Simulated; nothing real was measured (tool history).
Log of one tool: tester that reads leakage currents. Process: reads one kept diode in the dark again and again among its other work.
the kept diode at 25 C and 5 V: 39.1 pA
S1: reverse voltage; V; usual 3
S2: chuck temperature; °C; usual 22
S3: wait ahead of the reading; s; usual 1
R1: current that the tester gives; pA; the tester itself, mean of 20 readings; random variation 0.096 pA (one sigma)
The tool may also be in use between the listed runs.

Run 1, day 0: usual settings. Result: R1 30 pA.
Run 2, day 0.658: usual settings but S2 56 °C. Result: R1 289.59 pA.
Run 3, day 1.288: usual settings but S2 56 °C. Result: R1 289.38 pA.
Run 4, day 2.708: usual settings. Result: R1 30.01 pA.
Run 5, day 3.35: usual settings. Result: R1 30.17 pA.
Run 6, day 4.433: usual settings. Result: R1 30.06 pA.
Run 7, day 5.967: usual settings. Result: R1 30.17 pA.
At day 6.6: chuck's temperature calibrated.
Run 8, day 7.583: usual settings but S2 32 °C. Result: R1 56.51 pA.
Run 9, day 8.792: usual settings but S2 32 °C, S3 0.48 s. Result: R1 57.5 pA.
Run 10, day 9.888: usual settings but S2 32 °C, S3 0.48 s. Result: R1 57.7 pA.
Run 11, day 10.525: usual settings. Result: R1 27.87 pA.
Run 12, day 12.062: usual settings but S1 2.07 V. Result: R1 24.14 pA.
Run 13, day 13.096: usual settings but S1 2.07 V. Result: R1 24.18 pA.
Run 14, day 13.992: usual settings but S3 3.51 s. Result: R1 27.31 pA.
Run 15, day 15.504: usual settings but S3 3.51 s. Result: R1 27.36 pA.
Run 16, day 16.225: usual settings. Result: R1 28.06 pA.
Run 17, day 17.583: usual settings but S1 1.47 V, S2 42 °C, S3 6.32 s. Result: R1 86.15 pA.
Run 18, day 18.592: usual settings but S3 5.84 s. Result: R1 27.32 pA.
Run 19, day 20.121: usual settings but S1 3.63 V, S3 1.13 s. Result: R1 30.59 pA.
Run 20, day 21.104: usual settings but S1 3.63 V, S3 1.13 s. Result: R1 30.55 pA.
Run 21, day 22.604: usual settings but S1 3.63 V, S3 1.13 s. Result: R1 30.63 pA.
Run 22, day 23.658: usual settings but S1 7.87 V, S2 32 °C, S3 0.93 s. Result: R1 84.04 pA.

Forecast run 23:
Run 23, day 25.046: usual settings but S1 7.87 V, S2 32 °C, S3 0.93 s. Result: R1 ?.

{"run 23": {"R1": 83.68}}
Without the tool's hidden state the same run would have given R1 80 pA.
